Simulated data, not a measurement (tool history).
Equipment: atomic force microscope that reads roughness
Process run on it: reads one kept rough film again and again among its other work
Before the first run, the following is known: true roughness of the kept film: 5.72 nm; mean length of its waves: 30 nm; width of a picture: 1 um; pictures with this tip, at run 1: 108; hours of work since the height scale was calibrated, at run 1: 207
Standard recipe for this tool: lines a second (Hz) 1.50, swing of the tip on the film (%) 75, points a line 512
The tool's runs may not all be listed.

run,hour,lines a second (Hz),swing of the tip on the film (%),points a line,pictures with this tip,hours of work since the height scale was calibrated,roughness of the kept film (nm (root mean square))
1,0.0,1.50,75,512,108,207,4.278
2,7.8,1.50,75,340,119,212,4.289
3,13.9,1.50,75,340,128,215,4.301
4,23.0,1.50,75,340,141,220,4.315
5,29.3,1.50,75,340,150,224,4.278
# hour 35.1: new tip fitted
6,35.4,1.50,75,340,0,227,4.290
7,43.6,1.50,75,340,12,231,4.302
8,50.2,1.50,75,512,21,235,4.309
9,56.2,1.50,75,512,30,239,4.288
10,67.5,1.50,75,512,46,245,4.304
11,75.3,1.50,84,512,58,249,4.189
12,86.4,1.50,84,512,74,255,4.177
13,93.8,1.50,61,512,84,260,4.400
14,99.9,1.50,75,512,93,263,4.314
15,105.5,1.34,75,423,101,266,4.338
16,116.5,1.52,69,423,117,272,4.338
17,122.8,2.49,57,510,126,276,4.402
18,134.2,2.49,57,510,142,282,4.384
# hour 145.3: new tip fitted
19,145.9,3.33,62,474,1,288,4.338
20,153.2,3.33,62,474,11,293,4.314
21,165.3,2.18,62,474,28,299,4.377
22,174.9,3.06,72,869,42,305,4.155
23,184.0,3.06,72,869,55,310,4.193
24,193.5,3.06,72,869,69,315,4.163
25,204.5,3.06,72,869,85,321,4.123

Run 26 comes next. What will it give?
26,216.5,3.06,72,869,102,328,?

roughness of the kept film (nm (root mean square)): 4.149
If the tool had no hidden condition, the same run with the same run-to-run variation would have returned roughness of the kept film (nm (root mean square)) 4.158.
